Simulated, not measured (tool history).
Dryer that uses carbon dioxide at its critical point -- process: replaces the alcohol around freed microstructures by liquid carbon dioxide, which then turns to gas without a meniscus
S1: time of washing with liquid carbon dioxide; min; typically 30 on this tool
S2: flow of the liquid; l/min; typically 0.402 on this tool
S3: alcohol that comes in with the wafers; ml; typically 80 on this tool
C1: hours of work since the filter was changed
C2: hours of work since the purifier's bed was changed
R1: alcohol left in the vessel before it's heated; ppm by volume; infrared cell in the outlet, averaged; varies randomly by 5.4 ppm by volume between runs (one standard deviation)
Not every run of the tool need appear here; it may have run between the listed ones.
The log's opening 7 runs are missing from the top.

run    hour  S1     S2   S3   C1   C2    R1
  8   287.1  30  0.402   80  132   46   205
  9   354.8  30  0.402   80  164   77   228
 10   398.3  30  0.305   80  184   98   733
 11   436.6  30  0.382   80  202  115   309
      477.5  -- inlet filter changed
 12   492.6  30  0.382   80    7  141   258
 13   538.2  30  0.402   35   28  162   147
 14   578.8  30  0.321   80   47  181   507
 15   633.8  30  0.354   80   73  207   388
 16   675.4  30  0.354   80   92  226   402
 17   704.2  30  0.644   89  105  239   114
 18   740.9  30  0.402   74  123  256   269
 19   808.4  30  0.402   74  154  288   301
 20   855.5  30  0.402   74  176  310   311
 21   884.2  30  0.359   80  189  323   477
 22   934.9  30  0.359   80  213  347   529
      952.7  -- inlet filter changed
 23   982.2  40  0.367   80   14  368   205
 24  1045.2  40  0.367   80   43  398   212
 25  1107.0  26  0.433  114   72  426   523
 26  1144.0  21  0.291   70   89  444  2223
 27  1178.9  32  0.530   47  105  460   211
 28  1207.2  32  0.530   47  118  473   226
 29  1270.6  23  0.561   79  148  502   355
 30  1322.2  30  0.402  100  172  526   468
 31  1370.9  41  0.522   80  195  549   246

Branching from run 31: 3 alternative next runs. What would each branch give?
     1425.5  -- inlet filter changed
  A  1436.6  30  0.402   71   5  579   ?
     1425.5  -- inlet filter changed
  B  1436.6  30  0.242  100   5  579   ?
     1425.5  -- inlet filter changed
  C  1436.6  30  0.653  106   5  579   ?

run    R1
  A   376
  B  1732
  C   256
Stripped of hidden state, with their random variation kept, the same runs would have yielded:
run    R1
  A   127
  B  1477
  C     7
